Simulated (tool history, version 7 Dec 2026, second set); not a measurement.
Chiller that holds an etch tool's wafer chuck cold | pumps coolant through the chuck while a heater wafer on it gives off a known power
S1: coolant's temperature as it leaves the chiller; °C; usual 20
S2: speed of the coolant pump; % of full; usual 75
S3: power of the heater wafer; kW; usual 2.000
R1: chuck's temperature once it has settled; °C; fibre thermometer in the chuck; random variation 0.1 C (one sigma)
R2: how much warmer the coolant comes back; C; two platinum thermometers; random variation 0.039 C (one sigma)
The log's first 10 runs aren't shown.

run,hour,S1,S2,S3,R1,R2
11,1345.7,19,75,2.000,37.0,8.61
12,1534.1,19,75,2.000,37.1,8.54
13,1629.0,19,75,2.000,37.3,8.50
14,1717.6,20,81,2.000,37.2,7.87
# hour 1746.9: chiller's thermometer calibrated
15,1879.8,20,75,2.000,37.7,8.46
16,1963.1,20,71,2.000,39.1,8.99
17,2085.3,20,93,1.313,29.9,4.49
18,2262.9,20,75,1.350,32.3,5.77
19,2418.3,17,75,1.931,34.4,8.22

The next listed run, before its measurement:
20,2503.8,17,75,1.931,?,?

Run 20 gave R1 34.6 °C, R2 8.23 C.
Without the tool's hidden state the same run would have given R1 34.5 °C, R2 8.22 C.

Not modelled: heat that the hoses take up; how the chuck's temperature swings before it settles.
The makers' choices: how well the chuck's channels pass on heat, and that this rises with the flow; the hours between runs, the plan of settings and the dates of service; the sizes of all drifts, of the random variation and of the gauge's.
